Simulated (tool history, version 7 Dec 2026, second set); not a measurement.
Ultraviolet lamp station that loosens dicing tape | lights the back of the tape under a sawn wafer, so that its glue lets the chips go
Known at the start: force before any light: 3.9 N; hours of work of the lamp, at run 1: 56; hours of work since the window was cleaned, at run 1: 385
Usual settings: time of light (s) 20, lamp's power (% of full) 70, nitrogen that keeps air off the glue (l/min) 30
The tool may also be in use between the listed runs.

run,hour,time of light (s),lamp's power (% of full),nitrogen that keeps air off the glue (l/min),hours of work of the lamp,hours of work since the window was cleaned,force that peels the tape off (N),light that reached the tape (mJ/cm2)
1,0.0,20,70,30,56,385,0.493,349
2,21.4,20,70,30,72,401,0.516,347
3,37.9,20,99,30,84,413,0.330,485
4,46.9,20,99,30,91,420,0.357,485
5,66.6,20,99,30,106,434,0.342,475
6,83.5,20,99,30,118,447,0.345,479
7,93.9,20,99,16,126,455,0.406,478
8,115.9,20,99,16,142,471,0.405,477
9,134.0,20,70,30,156,484,0.551,337
10,143.8,20,70,30,163,492,0.532,331
11,158.5,20,70,30,174,502,0.555,329
12,180.0,20,70,30,190,518,0.532,331
13,198.4,20,70,30,203,532,0.563,324
14,209.0,20,84,30,211,540,0.430,388
15,226.9,26,70,30,225,553,0.387,416
16,242.7,26,70,18,236,565,0.457,420
17,253.6,26,70,18,244,573,0.458,414
18,274.2,26,73,18,260,588,0.424,425
19,286.9,26,73,18,269,598,0.436,425
# hour 289.3: window cleaned of glue's vapour
20,299.6,20,70,18,278,8,0.765,280
21,318.2,13,61,18,292,21,1.484,160
22,328.7,13,61,18,300,29,1.491,156
23,339.6,13,61,18,308,37,1.497,156
24,354.1,13,61,18,319,48,1.508,155
# hour 359.3: window cleaned of glue's vapour, once more
25,373.5,20,70,32,333,11,0.485,355
26,388.1,13,70,30,343,21,0.855,226
27,397.9,32,70,30,351,29,0.289,559
28,415.6,32,70,30,364,42,0.301,561
29,428.8,20,78,27,374,52,0.435,393
30,444.1,32,78,36,385,63,0.283,622
31,460.5,32,78,36,397,75,0.289,611
32,477.8,32,78,36,410,88,0.277,611
33,497.6,11,88,24,425,103,0.903,233
34,515.3,11,88,24,438,116,0.889,234
35,531.4,11,88,24,450,128,0.895,230
36,542.1,11,88,24,458,136,0.904,236
37,560.1,13,64,30,471,149,1.024,198

Measured less the same run without the tool's hidden state. The same run-to-run variation is in both; the gauge's scatter may not be:
The hidden state here: lamp's light, % of a new lamp's; light that the window lets through, % of a clean one's; drift of the gauge itself on peel_n, %; drift of the gauge itself on dose_mj_cm2, %.
run,force that peels the tape off (N),light that reached the tape (mJ/cm2)
1,+0.068,-41
2,+0.075,-43
3,+0.034,-64
4,+0.037,-65
5,+0.038,-67
6,+0.041,-71
7,+0.058,-73
8,+0.061,-77
9,+0.101,-56
10,+0.103,-57
11,+0.109,-59
12,+0.111,-62
13,+0.120,-63
14,+0.083,-77
15,+0.072,-87
16,+0.095,-89
17,+0.097,-90
18,+0.091,-97
19,+0.093,-100
20,+0.274,-109
21,+0.435,-63
22,+0.441,-62
23,+0.445,-65
24,+0.453,-65
25,+0.052,-33
26,+0.096,-23
27,+0.017,-57
28,+0.018,-60
29,+0.054,-43
30,+0.012,-73
31,+0.013,-76
32,+0.014,-80
33,+0.139,-33
34,+0.141,-33
35,+0.147,-35
36,+0.153,-36
37,+0.170,-32

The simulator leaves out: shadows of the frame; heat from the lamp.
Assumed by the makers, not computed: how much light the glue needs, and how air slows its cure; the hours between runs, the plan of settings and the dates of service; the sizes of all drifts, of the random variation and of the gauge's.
